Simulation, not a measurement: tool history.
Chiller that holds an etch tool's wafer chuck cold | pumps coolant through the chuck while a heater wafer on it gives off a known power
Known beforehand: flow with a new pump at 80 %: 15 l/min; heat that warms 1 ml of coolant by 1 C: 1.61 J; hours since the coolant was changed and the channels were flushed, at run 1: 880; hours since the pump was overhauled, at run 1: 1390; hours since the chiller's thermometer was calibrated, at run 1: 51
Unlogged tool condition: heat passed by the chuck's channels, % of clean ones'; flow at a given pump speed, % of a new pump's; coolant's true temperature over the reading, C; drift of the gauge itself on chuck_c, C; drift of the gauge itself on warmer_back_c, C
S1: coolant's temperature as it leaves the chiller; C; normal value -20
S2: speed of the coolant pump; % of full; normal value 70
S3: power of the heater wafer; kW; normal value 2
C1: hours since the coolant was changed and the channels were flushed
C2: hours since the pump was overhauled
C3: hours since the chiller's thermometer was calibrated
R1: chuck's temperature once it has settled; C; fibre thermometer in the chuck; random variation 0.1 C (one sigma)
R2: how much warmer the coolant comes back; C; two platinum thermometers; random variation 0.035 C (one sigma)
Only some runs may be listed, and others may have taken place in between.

{"run": 1, "day": 0.0, "S1": -20, "S2": 70, "S3": 2, "C1": 880, "C2": 1390, "C3": 51, "R1": 3.9, "R2": 5.93}
{"run": 2, "day": 0.808, "S1": -20, "S2": 70, "S3": 2, "C1": 899, "C2": 1409, "C3": 70, "R1": 3.7, "R2": 5.97}
{"run": 3, "day": 1.621, "S1": -20, "S2": 70, "S3": 2, "C1": 919, "C2": 1429, "C3": 90, "R1": 3.7, "R2": 5.93}
{"run": 4, "day": 2.796, "S1": -20, "S2": 70, "S3": 2, "C1": 947, "C2": 1457, "C3": 118, "R1": 3.7, "R2": 5.97}
{"run": 5, "day": 3.879, "S1": -20, "S2": 70, "S3": 2, "C1": 973, "C2": 1483, "C3": 144, "R1": 3.8, "R2": 5.99}
{"run": 6, "day": 5.054, "S1": -20, "S2": 70, "S3": 2, "C1": 1001, "C2": 1511, "C3": 172, "R1": 3.7, "R2": 5.94}
{"run": 7, "day": 6.267, "S1": -20, "S2": 70, "S3": 2, "C1": 1030, "C2": 1540, "C3": 201, "R1": 3.9, "R2": 5.98}
{"run": 8, "day": 7.633, "S1": -17, "S2": 82, "S3": 2, "C1": 1063, "C2": 1573, "C3": 234, "R1": 3.7, "R2": 5}
{"run": 9, "day": 8.746, "S1": -17, "S2": 82, "S3": 2, "C1": 1090, "C2": 1600, "C3": 261, "R1": 3.8, "R2": 4.99}
{"day": 8.867, "done": "chiller's thermometer calibrated"}
{"run": 10, "day": 9.721, "S1": -17, "S2": 82, "S3": 2, "C1": 1112, "C2": 1622, "C3": 21, "R1": 3.9, "R2": 5.08}
{"run": 11, "day": 10.554, "S1": -17, "S2": 82, "S3": 2, "C1": 1132, "C2": 1642, "C3": 41, "R1": 3.9, "R2": 5.05}
{"run": 12, "day": 12.004, "S1": -17, "S2": 82, "S3": 2, "C1": 1167, "C2": 1677, "C3": 75, "R1": 4, "R2": 5.03}
{"run": 13, "day": 12.712, "S1": -29, "S2": 93, "S3": 1.484, "C1": 1184, "C2": 1694, "C3": 92, "R1": -14.9, "R2": 3.24}
{"run": 14, "day": 13.783, "S1": -20, "S2": 63, "S3": 1.974, "C1": 1210, "C2": 1720, "C3": 118, "R1": 6.3, "R2": 6.67}

The logged runs with the hidden state left out (each run's random variation unchanged):
run=1 R1=2.7 R2=5.72
run=2 R1=2.4 R2=5.76
run=3 R1=2.4 R2=5.72
run=4 R1=2.4 R2=5.75
run=5 R1=2.5 R2=5.77
run=6 R1=2.3 R2=5.71
run=7 R1=2.5 R2=5.75
run=8 R1=2.5 R2=4.81
run=9 R1=2.5 R2=4.79
run=10 R1=2.5 R2=4.88
run=11 R1=2.5 R2=4.84
run=12 R1=2.6 R2=4.82
run=13 R1=-15.9 R2=3.11
run=14 R1=4.5 R2=6.39

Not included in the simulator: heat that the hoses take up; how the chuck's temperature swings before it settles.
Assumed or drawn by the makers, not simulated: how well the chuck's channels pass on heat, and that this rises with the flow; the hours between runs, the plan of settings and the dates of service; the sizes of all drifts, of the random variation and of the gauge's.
